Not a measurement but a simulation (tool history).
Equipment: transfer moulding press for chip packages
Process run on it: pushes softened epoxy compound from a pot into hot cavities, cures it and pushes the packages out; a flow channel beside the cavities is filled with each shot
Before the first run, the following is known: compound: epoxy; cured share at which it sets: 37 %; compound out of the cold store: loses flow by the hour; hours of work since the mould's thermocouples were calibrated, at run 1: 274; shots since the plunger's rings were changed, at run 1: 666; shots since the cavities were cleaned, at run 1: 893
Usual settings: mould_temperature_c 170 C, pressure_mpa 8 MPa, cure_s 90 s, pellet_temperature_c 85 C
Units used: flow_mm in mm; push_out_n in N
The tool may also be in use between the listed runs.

run,hour,mould_temperature_c,pressure_mpa,cure_s,pellet_temperature_c,hours of work since the mould's thermocouples were calibrated,shots since the plunger's rings were changed,shots since the cavities were cleaned,incoming compound's hours out of the cold store,flow_mm,push_out_n
1,0,170,8,90,85,274,666,893,25.2,563,836
# hour 4.1: cavities cleaned with cleaning compound and waxed
2,26,170,8,90,85,285,887,198,31.4,542,576
3,47.7,170,8,90,85,295,1082,393,18.2,578,672
4,73.6,170,8,90,85,306,1316,627,37.4,526,731
5,101.3,170,8,90,85,318,1566,877,8.3,600,841
# hour 109.5: cavities cleaned with cleaning compound and waxed
6,128.6,170,8,90,85,329,1798,172,12.3,591,597
7,140.6,170,8,90,85,334,1906,280,43.2,507,599
8,163,170,8,90,85,344,2108,482,34,526,702
9,185.5,170,8,90,85,354,2310,684,27.5,539,775
10,207.8,170,8,107,85,364,2512,886,27.4,535,697
# hour 213.5: cavities cleaned with cleaning compound and waxed
11,221.2,170,8,107,85,369,2618,69,23.5,549,420
12,234.8,170,8,96,85,375,2741,192,16.7,568,542
13,258.7,167,8,90,85,385,2957,408,47.6,488,735
14,279.1,167,8,90,85,394,3141,592,46.9,492,824
15,294.6,167,8,90,85,401,3280,731,10.9,590,968
16,309.3,170,8,108,85,407,3413,864,20.5,547,713
# hour 316.7: cavities cleaned with cleaning compound and waxed
17,328.1,166,8.49,108,85,415,3568,102,13.6,600,473
18,351.8,170,7.1,90,89,425,3782,316,32.7,482,613
19,370.4,170,6.34,90,89,433,3950,484,45.2,424,659
20,386.3,163,8,115,82,440,4093,627,37.5,512,728
21,398,163,8,115,82,445,4199,733,39.6,509,751
# hour 420.1: cavities cleaned with cleaning compound and waxed
22,420.4,172,7.43,85,75,454,4387,3,32.7,484,425
# hour 437.5: plunger's sealing rings changed
23,446.5,172,7.43,111,88,465,80,215,31.8,522,471
24,470.3,165,8.37,111,88,475,295,430,45.9,532,639
25,483.7,170,8.65,104,87,481,416,551,22.3,589,636

For run 26, what comes out?
26,504.2,170,6.65,90,85,490,600,735,33.7,?,?

Run 26 measured flow_mm 491 mm, push_out_n 753 N.
With the hidden condition absent and the run-to-run variation left alone, this run would have shown flow_mm 499 mm, push_out_n 415 N.
